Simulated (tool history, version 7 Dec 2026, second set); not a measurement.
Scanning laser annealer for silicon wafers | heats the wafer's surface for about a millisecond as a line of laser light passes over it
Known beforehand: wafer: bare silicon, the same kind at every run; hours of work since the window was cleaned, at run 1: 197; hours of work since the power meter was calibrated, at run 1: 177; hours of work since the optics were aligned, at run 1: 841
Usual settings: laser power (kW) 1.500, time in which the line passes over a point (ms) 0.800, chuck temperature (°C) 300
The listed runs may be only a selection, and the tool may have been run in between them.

run   hour  laser power (kW)  time in which the line passes over a point (ms)  chuck temperature (°C)  hours of work since the window was cleaned  hours of work since the power meter was calibrated  hours of work since the optics were aligned  highest temperature of the surface (°C)
  1    0.0             1.500                                            0.800                     300                                         197                                                 177                                          841                                     1052
  2   21.3             1.500                                            0.800                     300                                         209                                                 190                                          854                                     1050
  3   36.2             1.500                                            0.800                     300                                         218                                                 198                                          862                                     1054
  4   59.5             1.500                                            0.800                     300                                         231                                                 212                                          876                                     1048
  5   81.4             1.500                                            0.800                     269                                         244                                                 224                                          889                                     1017
  6   98.1             1.500                                            0.800                     269                                         254                                                 234                                          898                                     1016
  7  112.4             1.500                                            0.872                     300                                         262                                                 242                                          907                                     1078
  8  134.1             1.500                                            0.675                     300                                         275                                                 255                                          919                                      996
  9  145.0             1.500                                            0.675                     300                                         281                                                 261                                          925                                      994
 10  155.2             1.500                                            0.800                     300                                         287                                                 267                                          931                                     1048
 11  169.5             1.500                                            0.800                     300                                         295                                                 276                                          940                                     1048
 12  186.6             1.500                                            0.800                     300                                         305                                                 286                                          950                                     1046
 13  205.7             1.500                                            0.800                     300                                         316                                                 297                                          961                                     1046
 14  218.6             1.500                                            0.800                     300                                         324                                                 304                                          968                                     1045
 15  231.2             1.590                                            0.627                     300                                         331                                                 311                                          975                                     1013
 16  242.8             1.590                                            0.627                     300                                         338                                                 318                                          982                                     1009
 17  261.6             1.413                                            0.800                     319                                         349                                                 329                                          993                                     1019
 18  276.2             1.483                                            0.800                     336                                         357                                                 338                                         1002                                     1070
 19  297.7             1.483                                            0.800                     336                                         370                                                 350                                         1014                                     1071
 20  322.5             1.500                                            0.800                     324                                         384                                                 364                                         1029                                     1068
 21  345.5             1.500                                            0.800                     324                                         397                                                 378                                         1042                                     1067
 22  357.7             1.515                                            0.990                     324                                         404                                                 385                                         1049                                     1147
 23  368.8             1.339                                            0.871                     292                                         411                                                 391                                         1055                                      979
 24  386.9             1.640                                            0.871                     292                                         421                                                 402                                         1066                                     1134
 25  401.1             1.500                                            0.867                     333                                         430                                                 410                                         1074                                     1100
 26  415.7             1.500                                            0.867                     333                                         438                                                 419                                         1083                                     1099
 27  427.4             1.500                                            0.748                     299                                         445                                                 425                                         1089                                     1018
 28  450.5             1.500                                            0.748                     299                                         458                                                 439                                         1103                                     1019

Branching from run 28: 5 alternative next runs. What would each branch give?
  A  467.1             1.348                                            0.915                     279                                         468                                                 448                                         1112                                        ?
  B  467.1             1.451                                            0.569                     298                                         468                                                 448                                         1112                                        ?
  C  467.1             1.512                                            0.773                     273                                         468                                                 448                                         1112                                        ?
  D  467.1             1.500                                            0.690                     300                                         468                                                 448                                         1112                                        ?
  E  467.1             1.406                                            0.989                     287                                         468                                                 448                                         1112                                        ?

run  highest temperature of the surface (°C)
  A                                      980
  B                                      913
  C                                     1008
  D                                      996
  E                                     1044
The same runs, with their run-to-run variation unchanged, on a tool lacking any hidden condition would have given:
run  highest temperature of the surface (°C)
  A                                     1006
  B                                      935
  C                                     1035
  D                                     1021
  E                                     1072
